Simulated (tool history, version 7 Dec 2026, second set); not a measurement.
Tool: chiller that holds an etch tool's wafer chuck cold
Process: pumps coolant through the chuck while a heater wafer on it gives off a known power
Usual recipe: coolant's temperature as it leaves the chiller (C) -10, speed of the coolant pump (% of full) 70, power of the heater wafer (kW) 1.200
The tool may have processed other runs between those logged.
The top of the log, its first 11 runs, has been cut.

run	hour	coolant's temperature as it leaves the chiller (C)	speed of the coolant pump (% of full)	power of the heater wafer (kW)	chuck's temperature once it has settled (C)	how much warmer the coolant comes back (C)
12	835.7	-10	70	1.200	5.3	4.58
# hour 902.7: chiller's thermometer calibrated
13	939.8	-10	70	1.200	5.3	4.59
14	1044.9	-10	70	1.200	5.1	4.63
15	1091.0	-10	70	1.200	5.2	4.65
16	1185.1	-10	70	1.200	5.1	4.69
17	1264.4	-10	65	1.200	6.0	5.08
18	1360.6	-10	97	1.200	1.6	3.39
19	1461.9	-10	97	1.200	1.6	3.41
20	1526.7	-10	97	1.200	1.7	3.45
# hour 1560.0: gauge calibrated
21	1637.0	-12	87	1.366	2.4	3.89
22	1713.6	-14	73	1.288	1.7	4.49

What does the tool deliver on the next run?
23	1789.6	-17	87	1.248	?	?

Logged for run 23: chuck's temperature once it has settled (C) -3.8, how much warmer the coolant comes back (C) 3.60.
On a tool with no hidden condition, and with the same random variation, this run would have come out at chuck's temperature once it has settled (C) -3.9, how much warmer the coolant comes back (C) 3.54.
